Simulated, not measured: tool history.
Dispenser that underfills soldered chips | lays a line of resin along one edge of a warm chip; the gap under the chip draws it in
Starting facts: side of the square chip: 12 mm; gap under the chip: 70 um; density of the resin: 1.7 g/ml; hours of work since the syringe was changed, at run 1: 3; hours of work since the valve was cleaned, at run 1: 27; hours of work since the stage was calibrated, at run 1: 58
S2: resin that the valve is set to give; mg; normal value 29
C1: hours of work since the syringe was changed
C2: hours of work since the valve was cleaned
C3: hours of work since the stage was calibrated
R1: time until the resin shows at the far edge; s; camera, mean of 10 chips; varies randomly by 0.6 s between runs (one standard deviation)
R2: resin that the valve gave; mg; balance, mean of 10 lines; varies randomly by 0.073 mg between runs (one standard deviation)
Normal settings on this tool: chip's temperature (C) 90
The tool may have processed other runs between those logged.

Run 1, hour 0: usual settings; C1 3; C2 27; C3 58. Result: R1 59.3 s, R2 28.36 mg.
At hour 4.1: new syringe of resin.
Run 2, hour 8.4: usual settings; C1 3; C2 32; C3 64. Result: R1 62.1 s, R2 28.22 mg.
At hour 12.1: new syringe of resin.
Run 3, hour 16.8: usual settings but chip's temperature (C) 98; C1 3; C2 38; C3 69. Result: R1 50.7 s, R2 28.15 mg.
At hour 20.3: new syringe of resin.
Run 4, hour 21.3: usual settings but chip's temperature (C) 98; C1 1; C2 40; C3 72. Result: R1 46 s, R2 28.01 mg.
Run 5, hour 24.9: usual settings but chip's temperature (C) 98; C1 3; C2 43; C3 74. Result: R1 51.3 s, R2 27.87 mg.
At hour 28.4: new syringe of resin.
Run 6, hour 32.9: usual settings but chip's temperature (C) 98; C1 3; C2 48; C3 80. Result: R1 48.8 s, R2 27.68 mg.
At hour 36.4: new syringe of resin.
At hour 41.4: dispensing valve cleaned and set on the balance.
Run 7, hour 41.9: usual settings but chip's temperature (C) 98; C1 3; C2 0; C3 85. Result: R1 50.4 s, R2 28.95 mg.
At hour 45.4: new syringe of resin.
Run 8, hour 49.6: usual settings but chip's temperature (C) 99, S2 29.6 mg; C1 3; C2 5; C3 90. Result: R1 47.7 s, R2 29.33 mg.
At hour 53.5: new syringe of resin.
Run 9, hour 57.3: usual settings but chip's temperature (C) 79, S2 29.1 mg; C1 3; C2 10; C3 95. Result: R1 82.5 s, R2 28.86 mg.
At hour 61.3: new syringe of resin.
Run 10, hour 63.2: usual settings but chip's temperature (C) 79, S2 29.1 mg; C1 1; C2 14; C3 99. Result: R1 76 s, R2 28.76 mg.
Run 11, hour 68.4: usual settings but chip's temperature (C) 95, S2 30.3 mg; C1 5; C2 18; C3 102. Result: R1 57.5 s, R2 29.89 mg.

Run 12, settings as shown, results not yet in. Your forecast:
At hour 69.2: new syringe of resin.
Run 12, hour 73.3: usual settings but chip's temperature (C) 76, S2 29.9 mg; C1 3; C2 21; C3 106. Result: R1 ?, R2 ?.

{"run 12": {"R1": 90.3, "R2": 29.36}}
The same run, on a tool lacking any hidden state, would have yielded R1 77.4 s, R2 29.95 mg.
